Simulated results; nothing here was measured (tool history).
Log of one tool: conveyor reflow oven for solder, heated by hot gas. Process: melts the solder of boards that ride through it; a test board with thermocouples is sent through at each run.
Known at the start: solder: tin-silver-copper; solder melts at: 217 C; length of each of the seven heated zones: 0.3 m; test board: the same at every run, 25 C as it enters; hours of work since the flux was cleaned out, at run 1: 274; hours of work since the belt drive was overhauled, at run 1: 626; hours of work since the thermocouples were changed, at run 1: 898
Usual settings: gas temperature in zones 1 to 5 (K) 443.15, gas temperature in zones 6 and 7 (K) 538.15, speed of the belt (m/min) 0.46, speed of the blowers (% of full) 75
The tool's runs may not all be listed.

run	hour	gas temperature in zones 1 to 5 (K)	gas temperature in zones 6 and 7 (K)	speed of the belt (m/min)	speed of the blowers (% of full)	hours of work since the flux was cleaned out	hours of work since the belt drive was overhauled	hours of work since the thermocouples were changed	highest temperature of the board (K)	time above the solder's melting point (s)
1	0	443.15	538.15	0.46	75	274	626	898	522.25	53.7
2	36	443.15	538.15	0.46	75	294	645	918	521.25	54.1
3	71.8	443.15	538.15	0.459	75	313	664	937	522.05	54
4	106.4	443.15	538.15	0.459	75	331	682	955	521.85	53.2
5	125.8	443.15	538.15	0.459	75	341	693	966	521.45	53.9
6	157.7	443.15	538.15	0.459	75	358	710	983	522.15	54.1
7	196.2	443.15	538.15	0.459	75	379	730	1003	520.95	53.3
8	232.3	443.15	538.15	0.459	75	398	749	1022	520.45	53.1
# hour 278.1: flux residue cleaned out of gas plates and filters
9	282.1	443.15	538.15	0.459	75	2	773	1046	526.15	56.5
10	313.6	443.15	538.15	0.459	75	19	790	1063	524.75	57.8
11	339.7	443.15	538.15	0.459	75	33	804	1077	525.65	56.7
12	369.3	443.15	538.15	0.459	75	49	820	1093	524.95	56.1
13	407.2	445.15	534.15	0.392	83	69	840	1113	527.25	71.5
# hour 423.8: thermocouples of zones 6 and 7 changed
14	441.3	443.15	536.15	0.46	75	86	857	9	519.25	52.4
15	468.4	450.15	536.15	0.46	75	100	872	24	520.55	56.3
16	508.3	443.15	549.15	0.46	73	122	893	45	529.95	60.1
17	548.4	443.15	549.15	0.432	73	143	914	66	531.75	64.6
18	575.4	443.15	549.15	0.432	73	158	929	81	531.45	66.4
19	621.6	443.15	538.15	0.424	81	182	954	106	524.15	62.5
20	649.6	430.15	543.15	0.46	75	197	968	120	521.75	49.7
21	672.4	454.15	548.15	0.466	55	209	981	133	525.35	58.4
22	704.8	454.15	529.15	0.543	55	227	998	150	504.05	27.6
23	729	443.15	553.15	0.46	75	240	1011	163	532.85	62

The same runs without the tool's hidden state, with the same run-to-run variation:
The hidden state here: heat that the gas passes to the board, % of a clean oven's; belt's true speed, % of the reading; true gas temperature in zones 6 and 7 over the reading, C; drift of the gauge itself on peak_c, C; drift of the gauge itself on liquid_s, %.
run	highest temperature of the board (K)	time above the solder's melting point (s)
1	522.15	54.3
2	521.25	54.9
3	522.25	54.9
4	522.25	54.3
5	521.85	55.1
6	522.65	55.5
7	521.65	54.9
8	521.25	54.9
9	522.55	53.4
10	521.35	54.9
11	522.35	53.8
12	521.65	53.5
13	523.85	68.7
14	519.85	52.8
15	521.15	56.7
16	530.85	60.6
17	532.75	65.1
18	532.55	67
19	525.35	63.5
20	523.45	51.3
21	526.65	59.4
22	505.55	30.1
23	534.75	63.1
